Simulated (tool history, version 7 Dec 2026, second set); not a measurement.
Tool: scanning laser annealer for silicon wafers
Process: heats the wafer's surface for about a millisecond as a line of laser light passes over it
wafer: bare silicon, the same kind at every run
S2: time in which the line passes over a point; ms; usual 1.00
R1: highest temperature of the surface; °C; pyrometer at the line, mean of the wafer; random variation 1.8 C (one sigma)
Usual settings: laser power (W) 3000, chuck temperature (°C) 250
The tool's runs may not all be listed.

Run 1, hour 0.0: usual settings. Result: R1 1062 °C.
Run 2, hour 11.5: usual settings but laser power (W) 2921. Result: R1 1040 °C.
Run 3, hour 23.1: usual settings but laser power (W) 2991. Result: R1 1056 °C.
Run 4, hour 33.6: usual settings. Result: R1 1060 °C.
Run 5, hour 46.9: usual settings. Result: R1 1060 °C.
Run 6, hour 61.9: usual settings. Result: R1 1060 °C.
Run 7, hour 69.5: usual settings but laser power (W) 3252. Result: R1 1128 °C.
Run 8, hour 83.6: usual settings but laser power (W) 3252. Result: R1 1125 °C.
Run 9, hour 93.2: usual settings but laser power (W) 2639. Result: R1 960 °C.
Run 10, hour 106.6: usual settings but laser power (W) 2639, chuck temperature (°C) 211. Result: R1 917 °C.
Run 11, hour 112.8: usual settings but laser power (W) 2639, chuck temperature (°C) 211. Result: R1 917 °C.
Run 12, hour 119.0: usual settings. Result: R1 1055 °C.
Run 13, hour 133.9: usual settings. Result: R1 1054 °C.
Run 14, hour 142.8: usual settings. Result: R1 1056 °C.
Run 15, hour 151.5: usual settings. Result: R1 1051 °C.
Run 16, hour 160.2: usual settings. Result: R1 1056 °C.
Run 17, hour 173.0: usual settings but S2 0.95 ms, chuck temperature (°C) 220. Result: R1 1000 °C.
Run 18, hour 187.5: usual settings but S2 0.95 ms, chuck temperature (°C) 220. Result: R1 999 °C.
Run 19, hour 199.1: usual settings but S2 0.95 ms, chuck temperature (°C) 220. Result: R1 999 °C.
Run 20, hour 207.5: usual settings but laser power (W) 2657, S2 0.95 ms, chuck temperature (°C) 220. Result: R1 906 °C.
Run 21, hour 214.3: usual settings but laser power (W) 2657, S2 0.95 ms, chuck temperature (°C) 220. Result: R1 906 °C.
Run 22, hour 226.5: usual settings but laser power (W) 2736, S2 0.97 ms, chuck temperature (°C) 228. Result: R1 945 °C.
Run 23, hour 236.5: usual settings but laser power (W) 2956, S2 0.81 ms, chuck temperature (°C) 239. Result: R1 941 °C.
Run 24, hour 244.0: usual settings but S2 0.75 ms, chuck temperature (°C) 251. Result: R1 930 °C.
Run 25, hour 254.3: usual settings but S2 1.19 ms, chuck temperature (°C) 279. Result: R1 1154 °C.
Run 26, hour 269.3: usual settings but S2 1.19 ms, chuck temperature (°C) 279. Result: R1 1153 °C.
Run 27, hour 284.1: usual settings but S2 1.19 ms, chuck temperature (°C) 279. Result: R1 1155 °C.

The next listed run, before its measurement:
Run 28, hour 292.2: usual settings but laser power (W) 2702, S2 1.11 ms, chuck temperature (°C) 251. Result: R1 ?.

{"run 28": {"R1": 1010}}
Without the tool's hidden state the same run would have given R1 1039 °C.

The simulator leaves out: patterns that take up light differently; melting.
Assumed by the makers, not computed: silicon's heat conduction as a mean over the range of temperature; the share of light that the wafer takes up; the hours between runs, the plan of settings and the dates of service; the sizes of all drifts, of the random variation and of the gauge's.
